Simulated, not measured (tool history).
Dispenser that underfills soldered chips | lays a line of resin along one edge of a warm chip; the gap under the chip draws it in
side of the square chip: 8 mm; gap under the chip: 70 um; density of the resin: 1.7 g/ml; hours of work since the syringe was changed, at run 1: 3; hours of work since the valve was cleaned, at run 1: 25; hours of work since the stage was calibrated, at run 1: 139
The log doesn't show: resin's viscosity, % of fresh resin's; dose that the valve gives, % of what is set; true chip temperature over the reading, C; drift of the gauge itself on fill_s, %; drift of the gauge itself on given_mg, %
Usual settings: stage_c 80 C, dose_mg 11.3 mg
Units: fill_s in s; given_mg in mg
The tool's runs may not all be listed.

run   hour  stage_c  dose_mg  hours of work since the syringe was changed  hours of work since the valve was cleaned  hours of work since the stage was calibrated  fill_s  given_mg
  1      0       80     11.3                                            3                                         25                                           139    24.1     11.15
       3.6  -- new syringe of resin
  2    7.6       82     11.3                                            3                                         30                                           144    21.5     11.11
      12.4  -- new syringe of resin
  3   13.7       73     11.3                                            1                                         34                                           148    27.8     11.12
  4   17.8       73     11.3                                            3                                         36                                           150    33.7     11.11
      21.5  -- new syringe of resin
  5   23.6       73     11.3                                            1                                         40                                           154    28.5     11.02
  6   28.4       73     11.3                                            4                                         43                                           157    35.4     11.02
      30.6  -- new syringe of resin
  7   34.2       73     11.3                                            2                                         46                                           160    31.2     11.01
      39.3  -- new syringe of resin
  8   40.2       80     14.1                                            1                                         50                                           164    19.4     13.63
  9   46.2       80     14.1                                            4                                         53                                           167    26.1     13.67
      48.3  -- new syringe of resin
 10   50.7       80     14.1                                            2                                         56                                           170    21.2     13.69
        57  -- new syringe of resin
 11   57.9       80     14.1                                            1                                         60                                           174    19.3     13.55
      65.9  -- new syringe of resin
 12     66       80     14.1                                            0                                         65                                           179      19     13.36
 13   71.4       80     14.1                                            3                                         68                                           183    24.5     13.49
        75  -- new syringe of resin
 14   77.3       93     11.3                                            1                                         72                                           186    13.3     10.78
 15   81.9       80     11.3                                            4                                         75                                           189    26.3     10.73
        84  -- new syringe of resin
      89.1  -- dispensing valve cleaned and set on the balance
 16   89.1       80     11.3                                            3                                          0                                           193    23.9     11.27
      93.8  -- new syringe of resin
 17   94.2       80     11.3                                            0                                          3                                           196    20.4     11.34
 18   97.9       80     11.3                                            3                                          5                                           198    23.4     11.21
       103  -- new syringe of resin
 19  105.2       88       11                                            1                                         10                                           202    16.2     10.91
     111.7  -- new syringe of resin
 20  112.7       88       11                                            1                                         14                                           207      15     10.92
 21  119.8       88       11                                            5                                         19                                           211    19.9     10.83
     120.4  -- new syringe of resin
 22  126.8       88       11                                            4                                         23                                           215    18.6     10.86
     129.4  -- new syringe of resin
 23  132.4       76       11                                            2                                         26                                           219    27.2      10.8
 24  135.9       77     12.5                                            4                                         28                                           221    29.8     12.18
     138.1  -- new syringe of resin
 25  141.1       77     12.5                                            2                                         31                                           224    24.7     12.19
 26  145.7       71       11                                            5                                         34                                           227    39.2     10.77
     146.9  -- new syringe of resin
 27  152.8       70     11.3                                            4                                         38                                           231    38.2     11.09
     155.8  -- new syringe of resin
 28  157.1       70     11.3                                            1                                         41                                           234    30.6     11.04
 29  161.6       78     12.7                                            4                                         44                                           236    26.5     12.34
     164.7  -- new syringe of resin
 30  169.3       87     12.6                                            3                                         48                                           241    18.4     12.18
     173.8  -- new syringe of resin
 31  174.1       87     12.6                                            0                                         51                                           244    14.5     12.18
 32  180.5       87     12.6                                            4                                         55                                           248    20.4     12.09
     182.9  -- new syringe of resin
 33  186.4       76     11.3                                            2                                         59                                           251    26.6     10.89
 34  189.6       80     13.6                                            4                                         61                                           253    26.1     13.01
     191.6  -- new syringe of resin
 35  197.3       72     14.3                                            4                                         65                                           258    34.7     13.78

Forecast each of these 3 alternatives for the next run:
     200.6  -- new syringe of resin
  A  201.9       79     14.3                                            1                                         68                                           261       ?         ?
     200.6  -- new syringe of resin
  B  201.9       69     13.5                                            1                                         68                                           261       ?         ?
     200.6  -- new syringe of resin
  C  201.9       85     13.1                                            1                                         68                                           261       ?         ?

run  fill_s  given_mg
  A    21.6      13.8
  B      33     12.91
  C    16.4      12.5
Without the tool's hidden state the same runs would have given:
run  fill_s  given_mg
  A    19.6     14.42
  B      30     13.49
  C    14.9     13.06
